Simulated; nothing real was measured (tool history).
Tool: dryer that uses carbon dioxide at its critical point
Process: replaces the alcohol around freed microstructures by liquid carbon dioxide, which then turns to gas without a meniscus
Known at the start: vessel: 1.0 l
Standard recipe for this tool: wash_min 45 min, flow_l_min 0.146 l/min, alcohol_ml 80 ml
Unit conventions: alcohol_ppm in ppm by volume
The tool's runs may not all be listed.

| run | hour | wash_min | flow_l_min | alcohol_ml | alcohol_ppm |
|---|---|---|---|---|---|
| 1 | 0 | 45 | 0.146 | 80 | 362 |
| 2 | 40.5 | 45 | 0.146 | 80 | 381 |
| 3 | 109.6 | 45 | 0.146 | 80 | 442 |
| 4 | 166 | 45 | 0.146 | 80 | 465 |
| 5 | 211.1 | 45 | 0.146 | 28 | 277 |
| 6 | 279.6 | 45 | 0.146 | 28 | 314 |
|  | 298.8 | inlet filter changed |
| 7 | 322.5 | 45 | 0.146 | 28 | 250 |
|  | 329.3 | purifier's bed changed |
| 8 | 370.7 | 45 | 0.115 | 74 | 618 |
| 9 | 426.7 | 49 | 0.098 | 26 | 353 |
| 10 | 489 | 55 | 0.177 | 34 | 32 |
| 11 | 539.8 | 55 | 0.177 | 34 | 51 |
| 12 | 583.9 | 45 | 0.237 | 80 | 59 |
| 13 | 634.2 | 67 | 0.146 | 58 | 84 |

Forecast each of these 5 alternatives for the next run:
| A | 689.7 | 39 | 0.097 | 106 | ? |
| B | 689.7 | 67 | 0.1 | 58 | ? |
| C | 689.7 | 67 | 0.146 | 102 | ? |
| D | 689.7 | 32 | 0.109 | 80 | ? |
| E | 689.7 | 67 | 0.215 | 58 | ? |

| run | alcohol_ppm |
|---|---|
| A | 4467 |
| B | 292 |
| C | 91 |
| D | 4295 |
| E | 78 |
What these runs would have given with no unlogged condition in the tool:
| run | alcohol_ppm |
|---|---|
| A | 2987 |
| B | 118 |
| C | 9 |
| D | 2957 |
| E | 10 |
